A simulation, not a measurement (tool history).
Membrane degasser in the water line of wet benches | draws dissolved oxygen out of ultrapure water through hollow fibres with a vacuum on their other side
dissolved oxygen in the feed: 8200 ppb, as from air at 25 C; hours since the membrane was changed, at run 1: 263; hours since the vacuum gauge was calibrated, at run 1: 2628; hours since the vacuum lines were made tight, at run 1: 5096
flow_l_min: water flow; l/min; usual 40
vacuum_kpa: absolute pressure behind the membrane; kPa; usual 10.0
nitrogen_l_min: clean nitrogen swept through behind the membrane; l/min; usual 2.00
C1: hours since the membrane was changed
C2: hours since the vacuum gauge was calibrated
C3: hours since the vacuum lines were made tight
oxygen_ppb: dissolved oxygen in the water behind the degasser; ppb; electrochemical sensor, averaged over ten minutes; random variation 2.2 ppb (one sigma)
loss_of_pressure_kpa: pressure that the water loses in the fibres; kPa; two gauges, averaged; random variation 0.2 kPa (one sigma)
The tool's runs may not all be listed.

Run 1, hour 0.0: usual settings; C1 263; C2 2628; C3 5096. Result: oxygen_ppb 350.0 ppb, loss_of_pressure_kpa 45.10 kPa.
Run 2, hour 27.4: usual settings but flow_l_min 55 l/min; C1 290; C2 2655; C3 5123. Result: oxygen_ppb 549.5 ppb, loss_of_pressure_kpa 62.91 kPa.
Run 3, hour 52.1: usual settings but flow_l_min 55 l/min; C1 315; C2 2680; C3 5148. Result: oxygen_ppb 545.3 ppb, loss_of_pressure_kpa 62.85 kPa.
Run 4, hour 82.9: usual settings but flow_l_min 55 l/min, nitrogen_l_min 4.40 l/min; C1 346; C2 2711; C3 5178. Result: oxygen_ppb 355.1 ppb, loss_of_pressure_kpa 61.84 kPa.
Run 5, hour 135.1: usual settings but vacuum_kpa 9.2 kPa; C1 398; C2 2763; C3 5231. Result: oxygen_ppb 314.6 ppb, loss_of_pressure_kpa 45.36 kPa.
Run 6, hour 192.0: usual settings but vacuum_kpa 9.2 kPa; C1 455; C2 2820; C3 5288. Result: oxygen_ppb 314.4 ppb, loss_of_pressure_kpa 45.39 kPa.
Run 7, hour 225.7: usual settings; C1 488; C2 2854; C3 5321. Result: oxygen_ppb 348.1 ppb, loss_of_pressure_kpa 45.16 kPa.
Run 8, hour 279.5: usual settings; C1 542; C2 2907; C3 5375. Result: oxygen_ppb 351.8 ppb, loss_of_pressure_kpa 45.10 kPa.
Run 9, hour 325.5: usual settings; C1 588; C2 2953; C3 5421. Result: oxygen_ppb 345.9 ppb, loss_of_pressure_kpa 45.54 kPa.
Run 10, hour 349.6: usual settings; C1 612; C2 2977; C3 5445. Result: oxygen_ppb 348.7 ppb, loss_of_pressure_kpa 45.34 kPa.
Run 11, hour 404.1: usual settings; C1 667; C2 3032; C3 5500. Result: oxygen_ppb 348.2 ppb, loss_of_pressure_kpa 45.26 kPa.
Run 12, hour 431.2: usual settings but vacuum_kpa 7.0 kPa; C1 694; C2 3059; C3 5527. Result: oxygen_ppb 223.0 ppb, loss_of_pressure_kpa 45.54 kPa.
Run 13, hour 456.0: usual settings but vacuum_kpa 10.7 kPa; C1 719; C2 3084; C3 5552. Result: oxygen_ppb 381.1 ppb, loss_of_pressure_kpa 45.21 kPa.
Run 14, hour 486.4: usual settings but vacuum_kpa 19.1 kPa; C1 749; C2 3114; C3 5582. Result: oxygen_ppb 717.2 ppb, loss_of_pressure_kpa 45.23 kPa.
Run 15, hour 542.5: usual settings but vacuum_kpa 19.1 kPa; C1 805; C2 3170; C3 5638. Result: oxygen_ppb 707.1 ppb, loss_of_pressure_kpa 45.50 kPa.
Run 16, hour 573.8: usual settings but vacuum_kpa 19.1 kPa; C1 837; C2 3202; C3 5669. Result: oxygen_ppb 713.1 ppb, loss_of_pressure_kpa 45.34 kPa.
Run 17, hour 609.2: usual settings but flow_l_min 35 l/min, vacuum_kpa 6.6 kPa, nitrogen_l_min 1.08 l/min; C1 872; C2 3237; C3 5705. Result: oxygen_ppb 265.9 ppb, loss_of_pressure_kpa 39.87 kPa.
Run 18, hour 662.8: usual settings but flow_l_min 35 l/min, vacuum_kpa 6.6 kPa, nitrogen_l_min 3.92 l/min; C1 926; C2 3291; C3 5758. Result: oxygen_ppb 104.9 ppb, loss_of_pressure_kpa 39.83 kPa.
Run 19, hour 686.9: usual settings but flow_l_min 35 l/min, vacuum_kpa 6.6 kPa, nitrogen_l_min 3.92 l/min; C1 950; C2 3315; C3 5783. Result: oxygen_ppb 104.2 ppb, loss_of_pressure_kpa 39.68 kPa.
Run 20, hour 715.7: usual settings but flow_l_min 35 l/min, vacuum_kpa 6.6 kPa, nitrogen_l_min 3.92 l/min; C1 979; C2 3344; C3 5811. Result: oxygen_ppb 105.0 ppb, loss_of_pressure_kpa 39.77 kPa.
Run 21, hour 752.0: usual settings but vacuum_kpa 7.2 kPa; C1 1015; C2 3380; C3 5848. Result: oxygen_ppb 233.4 ppb, loss_of_pressure_kpa 45.59 kPa.
Run 22, hour 788.3: usual settings but flow_l_min 57 l/min, vacuum_kpa 8.3 kPa; C1 1051; C2 3416; C3 5884. Result: oxygen_ppb 493.7 ppb, loss_of_pressure_kpa 64.95 kPa.
Run 23, hour 825.4: usual settings but flow_l_min 57 l/min, vacuum_kpa 8.3 kPa; C1 1088; C2 3453; C3 5921. Result: oxygen_ppb 493.9 ppb, loss_of_pressure_kpa 64.66 kPa.
Run 24, hour 860.2: usual settings but flow_l_min 57 l/min, vacuum_kpa 8.3 kPa; C1 1123; C2 3488; C3 5956. Result: oxygen_ppb 495.4 ppb, loss_of_pressure_kpa 65.03 kPa.
Run 25, hour 911.1: usual settings but flow_l_min 57 l/min, vacuum_kpa 8.3 kPa; C1 1174; C2 3539; C3 6007. Result: oxygen_ppb 493.9 ppb, loss_of_pressure_kpa 65.28 kPa.
Run 26, hour 936.3: usual settings but flow_l_min 46 l/min, vacuum_kpa 6.3 kPa; C1 1199; C2 3564; C3 6032. Result: oxygen_ppb 253.1 ppb, loss_of_pressure_kpa 52.62 kPa.
Run 27, hour 989.6: usual settings but vacuum_kpa 23.5 kPa, nitrogen_l_min 3.41 l/min; C1 1252; C2 3617; C3 6085. Result: oxygen_ppb 583.7 ppb, loss_of_pressure_kpa 46.01 kPa.
Run 28, hour 1045.3: usual settings but flow_l_min 39 l/min, vacuum_kpa 19.5 kPa, nitrogen_l_min 5.02 l/min; C1 1308; C2 3673; C3 6141. Result: oxygen_ppb 344.4 ppb, loss_of_pressure_kpa 44.61 kPa.
Run 29, hour 1091.9: usual settings but flow_l_min 28 l/min, vacuum_kpa 19.5 kPa, nitrogen_l_min 5.02 l/min; C1 1355; C2 3720; C3 6188. Result: oxygen_ppb 228.3 ppb, loss_of_pressure_kpa 31.94 kPa.
Run 30, hour 1140.9: usual settings but flow_l_min 28 l/min, vacuum_kpa 20.3 kPa, nitrogen_l_min 5.02 l/min; C1 1404; C2 3769; C3 6237. Result: oxygen_ppb 241.5 ppb, loss_of_pressure_kpa 31.90 kPa.
Run 31, hour 1193.6: usual settings but flow_l_min 56 l/min, vacuum_kpa 12.5 kPa, nitrogen_l_min 0.96 l/min; C1 1456; C2 3821; C3 6289. Result: oxygen_ppb 1081.3 ppb, loss_of_pressure_kpa 64.07 kPa.

5 ways to go on from here, each from the tool as it stands after run 31. What would each give?
Run A, hour 1232.3: usual settings but nitrogen_l_min 4.97 l/min; C1 1495; C2 3860; C3 6328. Result: oxygen_ppb ?, loss_of_pressure_kpa ?.
Run B, hour 1232.3: usual settings but flow_l_min 43 l/min, vacuum_kpa 18.7 kPa, nitrogen_l_min 4.74 l/min; C1 1495; C2 3860; C3 6328. Result: oxygen_ppb ?, loss_of_pressure_kpa ?.
Run C, hour 1232.3: usual settings but flow_l_min 51 l/min, vacuum_kpa 17.6 kPa, nitrogen_l_min 1.94 l/min; C1 1495; C2 3860; C3 6328. Result: oxygen_ppb ?, loss_of_pressure_kpa ?.
Run D, hour 1232.3: usual settings but vacuum_kpa 18.8 kPa; C1 1495; C2 3860; C3 6328. Result: oxygen_ppb ?, loss_of_pressure_kpa ?.
Run E, hour 1232.3: usual settings but flow_l_min 56 l/min, vacuum_kpa 12.5 kPa, nitrogen_l_min 5.32 l/min; C1 1495; C2 3860; C3 6328. Result: oxygen_ppb ?, loss_of_pressure_kpa ?.

run  oxygen_ppb  loss_of_pressure_kpa
  A       187.4                 45.80
  B       398.1                 48.70
  C       881.4                 58.12
  D       700.0                 46.03
  E       409.0                 64.57
Without the tool's hidden state the same runs would have given:
run  oxygen_ppb  loss_of_pressure_kpa
  A       179.5                 45.26
  B       388.3                 48.12
  C       863.9                 57.43
  D       686.6                 45.49
  E       395.3                 63.81

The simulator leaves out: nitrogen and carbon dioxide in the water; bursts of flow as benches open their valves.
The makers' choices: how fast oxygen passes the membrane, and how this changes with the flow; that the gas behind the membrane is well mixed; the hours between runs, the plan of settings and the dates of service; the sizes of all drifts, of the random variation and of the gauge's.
